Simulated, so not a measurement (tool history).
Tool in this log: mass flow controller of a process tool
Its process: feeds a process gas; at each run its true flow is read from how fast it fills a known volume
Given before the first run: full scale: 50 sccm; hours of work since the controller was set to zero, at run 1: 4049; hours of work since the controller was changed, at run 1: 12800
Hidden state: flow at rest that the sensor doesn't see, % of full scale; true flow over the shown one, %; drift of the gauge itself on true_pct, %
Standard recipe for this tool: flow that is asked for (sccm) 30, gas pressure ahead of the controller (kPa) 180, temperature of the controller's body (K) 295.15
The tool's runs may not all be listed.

run    hour  flow that is asked for (sccm)  gas pressure ahead of the controller (kPa)  temperature of the controller's body (K)  hours of work since the controller was set to zero  hours of work since the controller was changed  true flow (%)
  1       0                             30                                         180                                    295.15                                                4049                                           12800          97.17
  2   316.4                             30                                         180                                    295.15                                                4253                                           13005          97.14
  3   637.7                             30                                         275                                    295.15                                                4461                                           13213           97.1
  4  1150.8                             30                                         275                                    295.15                                                4794                                           13545          97.01
  5  1620.1                             30                                         275                                    295.15                                                5098                                           13849          96.96
     1657.9  -- controller's zero set anew
  6  2081.8                             30                                         275                                    295.15                                                 274                                           14147          97.16
  7  2509.5                             30                                         154                                    295.15                                                 551                                           14424          97.39
     2615.5  -- controller's zero set anew, once more
  8  2957.1                             30                                         180                                    295.15                                                 221                                           14714          96.34
  9  3312.1                             30                                         180                                    295.15                                                 451                                           14944          96.38
 10  3541.4                             30                                         180                                    295.15                                                 600                                           15092          96.32
 11  3871.7                             30                                         180                                    295.15                                                 813                                           15306          96.54
 12  4174.9                             30                                         149                                    305.15                                                1010                                           15502           96.1
     4634.8  -- controller exchanged for a calibrated one
 13  4634.8                             26                                         279                                    293.15                                                   0                                               0          98.86
 14  5036.4                              7                                         194                                    297.15                                                 260                                             260          98.17
 15  5254.6                              7                                         194                                    297.15                                                 401                                             401          98.25
 16  5486.1                             32                                         218                                    302.15                                                 551                                             551          99.12
 17  5700.9                             32                                         218                                    302.15                                                 690                                             690             99
 18  5930.2                             32                                         218                                    302.15                                                 839                                             839             99
 19  6343.9                             32                                         218                                    302.15                                                1107                                            1107          99.11

For some of the steps in true flow (%) from one run to the next: how much would appear even if the tool had no hidden state, given the settings, what came in and random variation, and how much remains for the hidden state plus any gauge scatter that the measured result and the result without hidden state don't share?
Run 12 -> 13: flow that is asked for (sccm) 30 -> 26, gas pressure ahead of the controller (kPa) 149 -> 279, temperature of the controller's body (K) 305.15 -> 293.15, controller exchanged for a calibrated one. true flow (%) +2.76: hidden state +2.89, all else -0.13.

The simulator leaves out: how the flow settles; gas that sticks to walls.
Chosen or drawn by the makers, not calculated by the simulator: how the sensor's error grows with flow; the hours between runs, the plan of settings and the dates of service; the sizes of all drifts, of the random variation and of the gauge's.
